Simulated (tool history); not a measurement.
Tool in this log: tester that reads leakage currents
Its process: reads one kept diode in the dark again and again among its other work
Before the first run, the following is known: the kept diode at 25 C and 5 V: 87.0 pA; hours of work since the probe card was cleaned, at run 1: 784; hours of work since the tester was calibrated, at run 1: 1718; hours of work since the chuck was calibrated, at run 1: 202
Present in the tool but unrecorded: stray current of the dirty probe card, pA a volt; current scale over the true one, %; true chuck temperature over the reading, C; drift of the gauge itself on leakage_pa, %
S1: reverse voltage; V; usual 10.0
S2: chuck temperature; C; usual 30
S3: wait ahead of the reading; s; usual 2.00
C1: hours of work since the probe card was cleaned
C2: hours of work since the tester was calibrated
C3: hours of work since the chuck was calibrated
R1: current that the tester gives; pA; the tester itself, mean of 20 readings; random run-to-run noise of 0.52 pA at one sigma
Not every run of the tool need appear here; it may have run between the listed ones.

run,hour,S1,S2,S3,C1,C2,C3,R1
1,0.0,10.0,30,2.00,784,1718,202,181.31
2,27.3,10.0,30,7.01,805,1739,223,181.68
3,49.0,10.0,30,2.00,822,1756,240,182.04
4,63.1,10.0,30,2.00,833,1766,251,181.00
5,78.9,10.0,30,2.00,845,1779,263,182.95
6,93.4,10.0,30,2.00,857,1790,274,182.95
7,118.1,10.0,30,2.00,876,1809,293,182.81
8,135.6,10.0,30,2.00,889,1823,307,183.77
9,152.9,10.0,30,0.85,903,1836,320,184.53
10,172.7,10.0,30,0.85,918,1851,336,185.39
11,197.5,10.0,43,0.85,937,1871,355,494.89
12,215.7,10.0,30,2.00,951,1885,369,185.22
13,246.5,10.0,30,2.00,975,1908,393,186.26
14,279.4,10.0,30,2.00,1001,1934,418,187.21
15,303.7,10.0,30,2.00,1019,1953,437,187.55
16,328.3,10.0,30,2.00,1038,1972,456,187.50
17,341.8,1.1,30,2.00,1049,1982,467,75.31
18,374.8,1.1,30,2.00,1074,2008,492,75.29
19,392.4,1.1,30,2.00,1088,2021,506,75.09
20,415.4,1.1,30,2.00,1106,2039,523,75.93
21,447.9,10.0,26,7.55,1131,2064,549,138.88
22,470.1,10.0,26,7.55,1148,2081,566,139.25
23,483.9,10.0,26,7.55,1159,2092,577,140.40
24,500.7,6.3,30,3.90,1172,2105,590,156.50
25,515.2,6.3,30,2.24,1183,2116,601,156.86
26,546.7,6.3,32,4.55,1207,2141,625,184.61
27,569.4,4.0,54,0.82,1225,2158,643,761.35
28,600.0,10.0,30,4.34,1249,2182,666,192.55
29,621.9,10.0,30,3.98,1266,2199,683,193.98
30,644.1,10.0,30,3.98,1283,2216,700,194.72
31,658.0,1.1,60,2.00,1293,2227,711,679.19
32,678.6,1.4,51,9.56,1309,2243,727,408.59
33,697.1,2.4,40,1.69,1324,2257,742,229.26
34,720.4,10.0,49,2.45,1342,2275,759,792.37
35,749.5,8.7,53,2.00,1364,2298,782,988.59
36,763.9,19.3,32,1.93,1375,2309,793,304.57
# hour 786.7: tester calibrated
37,787.4,19.3,32,1.93,1392,1,810,310.87
38,813.0,19.3,24,8.55,1412,20,830,169.71
39,841.7,14.2,29,2.41,1434,43,852,217.19

What differs in the tool's unlogged condition from the final listed run ahead of each entry between runs to the first listed run following it?
Run 36 -> run 37: tester calibrated (hour 786.7)
  stray current of the dirty probe card, pA a volt: 0.8 -> 0.81; current scale over the true one, %: -1.58 -> -0.18; true chuck temperature over the reading, C: 1.23 -> 1.26
  what was measured, less what the result would be without the hidden state, R1: +37.40 -> +42.65 pA
